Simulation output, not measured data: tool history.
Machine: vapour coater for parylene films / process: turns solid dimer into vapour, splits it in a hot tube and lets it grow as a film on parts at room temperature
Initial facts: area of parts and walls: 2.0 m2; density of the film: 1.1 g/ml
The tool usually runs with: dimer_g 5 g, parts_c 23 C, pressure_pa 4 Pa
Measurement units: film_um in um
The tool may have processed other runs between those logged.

Run 1, day 0: usual settings. Result: film_um 1.49 um.
Run 2, day 0.417: usual settings. Result: film_um 1.48 um.
Run 3, day 1.012: usual settings. Result: film_um 1.47 um.
Run 4, day 1.708: usual settings but pressure_pa 9.13 Pa. Result: film_um 1.25 um.
Run 5, day 2.092: usual settings but parts_c 17 C. Result: film_um 1.63 um.
Run 6, day 2.788: usual settings. Result: film_um 1.5 um.
Run 7, day 3.258: usual settings. Result: film_um 1.48 um.
Run 8, day 3.625: usual settings. Result: film_um 1.46 um.
Run 9, day 4.3: usual settings. Result: film_um 1.48 um.
Run 10, day 4.967: usual settings. Result: film_um 1.47 um.
Run 11, day 5.712: usual settings. Result: film_um 1.45 um.
Run 12, day 6.2: usual settings but dimer_g 3 g, parts_c 21 C, pressure_pa 3.07 Pa. Result: film_um 0.97 um.
Run 13, day 6.888: usual settings but dimer_g 3 g, parts_c 33 C, pressure_pa 3.07 Pa. Result: film_um 0.81 um.
Run 14, day 7.512: usual settings but dimer_g 3 g, parts_c 34 C, pressure_pa 5.89 Pa. Result: film_um 0.69 um.
Run 15, day 7.888: usual settings but dimer_g 8 g, parts_c 19 C, pressure_pa 3.64 Pa. Result: film_um 2.55 um.
Run 16, day 8.675: usual settings but parts_c 19 C, pressure_pa 3.64 Pa. Result: film_um 1.61 um.
Run 17, day 9.246: usual settings but parts_c 25 C, pressure_pa 3.81 Pa. Result: film_um 1.45 um.
Run 18, day 9.7: usual settings but dimer_g 6 g, parts_c 28 C, pressure_pa 5.51 Pa. Result: film_um 1.51 um.
Run 19, day 10.35: usual settings but parts_c 22 C, pressure_pa 9.4 Pa. Result: film_um 1.26 um.
Run 20, day 11.008: usual settings but parts_c 22 C, pressure_pa 9.4 Pa. Result: film_um 1.24 um.
Run 21, day 11.583: usual settings but dimer_g 3 g, parts_c 24 C, pressure_pa 9.02 Pa. Result: film_um 0.73 um.
Run 22, day 11.917: usual settings but dimer_g 8 g, parts_c 26 C, pressure_pa 9.48 Pa. Result: film_um 1.85 um.

Forecast each of these 5 alternatives for the next run:
Run A, day 12.554: usual settings but parts_c 22 C, pressure_pa 3.43 Pa. Result: film_um ?.
Run B, day 12.554: usual settings but dimer_g 8 g, parts_c 16 C, pressure_pa 6.21 Pa. Result: film_um ?.
Run C, day 12.554: usual settings but dimer_g 6 g, pressure_pa 3.86 Pa. Result: film_um ?.
Run D, day 12.554: usual settings but dimer_g 3 g, parts_c 21 C. Result: film_um ?.
Run E, day 12.554: usual settings. Result: film_um ?.

run  film_um
  A     1.49
  B     2.37
  C     1.75
  D     0.86
  E     1.45
What these runs would have given with no unlogged condition in the tool:
run  film_um
  A     1.55
  B     2.46
  C     1.81
  D      0.9
  E     1.51
